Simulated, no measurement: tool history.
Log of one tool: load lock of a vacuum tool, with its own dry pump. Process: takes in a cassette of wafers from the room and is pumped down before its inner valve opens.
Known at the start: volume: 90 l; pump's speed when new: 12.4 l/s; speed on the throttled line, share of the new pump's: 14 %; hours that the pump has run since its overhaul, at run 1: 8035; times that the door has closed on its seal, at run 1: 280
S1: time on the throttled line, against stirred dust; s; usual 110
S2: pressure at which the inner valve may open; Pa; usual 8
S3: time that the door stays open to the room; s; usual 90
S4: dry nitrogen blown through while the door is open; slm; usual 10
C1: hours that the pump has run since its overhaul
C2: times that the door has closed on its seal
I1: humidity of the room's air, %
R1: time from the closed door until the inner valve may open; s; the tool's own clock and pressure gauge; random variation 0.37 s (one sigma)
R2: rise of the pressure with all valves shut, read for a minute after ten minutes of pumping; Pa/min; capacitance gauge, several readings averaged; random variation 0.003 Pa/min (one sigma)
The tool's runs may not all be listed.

run,hour,S1,S2,S3,S4,C1,C2,I1,R1,R2
1,0,110,8,90,10,8035,280,45.6,167.1,0.034
2,133.9,110,8,90,10,8168,587,47.1,167.2,0.042
3,239.9,110,8,90,5,8274,829,46,166.2,0.055
4,333.8,110,8,90,5,8368,1045,42.4,167.7,0.046
5,459.2,110,8,90,5,8494,1332,48.7,167.5,0.052
6,519.1,110,8,90,5,8554,1469,49,167,0.053
7,637.7,110,8,90,10,8672,1741,46.4,167.3,0.039
8,756.9,110,16,90,10,8791,2014,47.9,161.5,0.04
9,877.4,110,16,90,10,8912,2290,41.5,160.9,0.036
10,950.5,110,16,90,10,8985,2458,42.3,161.6,0.037
11,1018.3,110,16,90,10,9053,2613,44.3,161.9,0.041
12,1093.1,110,16,90,10,9128,2785,44.6,161.7,0.036
13,1168.6,137,8,90,10,9203,2958,42.6,190.4,0.035
14,1242.5,137,8,90,10,9277,3127,43.2,190.1,0.033
15,1318.2,137,6,90,10,9353,3300,46.1,192,0.043
16,1439.3,95,8,90,10,9474,3578,44.5,155.3,0.036
17,1497.2,95,8,90,10,9532,3711,43.2,155.3,0.031
18,1627.5,95,8,90,10,9662,4009,45.8,155.1,0.042
19,1689.9,95,8,90,10,9725,4152,44.8,154.5,0.042
20,1791.6,67,13,90,10,9826,4385,44.6,127.6,0.042
21,1864.6,57,10,90,33,9899,4553,44.2,121,0.019
22,1950.5,179,8,90,10,9985,4749,44.8,225.2,0.044
23,2076.2,179,8,90,10,10111,5037,46.5,226,0.045
24,2183.2,110,8,90,10,10218,5282,46.3,167.8,0.045
25,2296.5,110,8,90,10,10331,5542,40.5,167.6,0.038
26,2430.3,110,8,90,10,10465,5849,44.3,167.3,0.046
27,2494.9,110,7,184,11,10530,5997,43.2,169.3,0.053
28,2591.8,110,8,32,5,10626,6219,45.3,168.8,0.042
29,2680.7,110,8,32,5,10715,6422,46.4,168.4,0.038
30,2806.4,110,7,90,10,10841,6711,43.3,169,0.041
31,2915.9,158,8,90,10,10950,6961,43.3,208.2,0.045
32,2989.2,158,14,90,8,11024,7129,44.6,204.8,0.051
33,3082.7,110,8,173,17,11117,7344,47,168.7,0.051
34,3157.8,209,11,41,10,11192,7516,46.1,249,0.043
35,3253.1,136,7,58,5,11288,7734,48.1,191.7,0.052
36,3333.1,110,9,90,6,11368,7918,43.5,167.2,0.055
37,3394.2,64,15,69,19,11429,8057,46.3,124.8,0.037

Forecast each of these 4 alternatives for the next run:
A,3497.9,173,9,90,10,11532,8295,46.8,?,?
B,3497.9,80,12,69,10,11532,8295,50.1,?,?
C,3497.9,110,8,90,11,11532,8295,44.4,?,?
D,3497.9,74,9,87,19,11532,8295,45.7,?,?

run,R1,R2
A,221,0.045
B,139.8,0.047
C,168.6,0.04
D,137.6,0.033
Without the tool's hidden state the same runs would have given:
run,R1,R2
A,216.8,0.031
B,134.4,0.033
C,163.3,0.026
D,131.9,0.019
